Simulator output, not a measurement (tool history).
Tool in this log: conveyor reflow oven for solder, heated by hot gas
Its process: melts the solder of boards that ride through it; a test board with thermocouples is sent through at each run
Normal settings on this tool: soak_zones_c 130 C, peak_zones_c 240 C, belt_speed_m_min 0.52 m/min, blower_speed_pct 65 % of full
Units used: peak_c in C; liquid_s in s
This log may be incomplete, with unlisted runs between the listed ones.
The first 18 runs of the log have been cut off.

run    hour  soak_zones_c  peak_zones_c  belt_speed_m_min  blower_speed_pct  peak_c  liquid_s
 19   695.1           140           240             0.502                77   222.8      67.8
 20   715.3           140           240             0.502                77   222.8      67.8
 21   742.9           130           240              0.52                62   216.4      56.2
 22   775.7           130           240              0.52                62   216.5      55.9
 23   807.6           130           240              0.52                62   216.6      56.2
 24   852.4           119           241              0.52                72   217.5      53.9
 25   900.4           125           246             0.479                72   226.2        68
 26     930           143           250             0.532                78   230.3      69.5
      954.5  -- flux residue cleaned out of gas plates and filters
 27   982.7           143           250             0.532                78   230.6      69.5
 28    1017           143           252             0.532                68   230.1      69.2
 29  1055.3           130           233              0.52                85   214.9      56.1
 30  1093.6           125           240             0.501                65   217.6        58
 31  1136.7           130           239              0.52                65   216.4      56.2

Predict each of these 3 candidate next runs independently; none follows another, all start after run 31:
  A  1176.2           131           240             0.489                65       ?         ?
  B  1176.2           127           229              0.52                60       ?         ?
  C  1176.2           130           240             0.459                65       ?         ?

run  peak_c  liquid_s
  A   219.6      63.4
  B     206      44.5
  C   221.9      69.7
Without the tool's hidden state the same runs would have given:
run  peak_c  liquid_s
  A   219.7      63.3
  B   206.1      44.6
  C     222      69.7
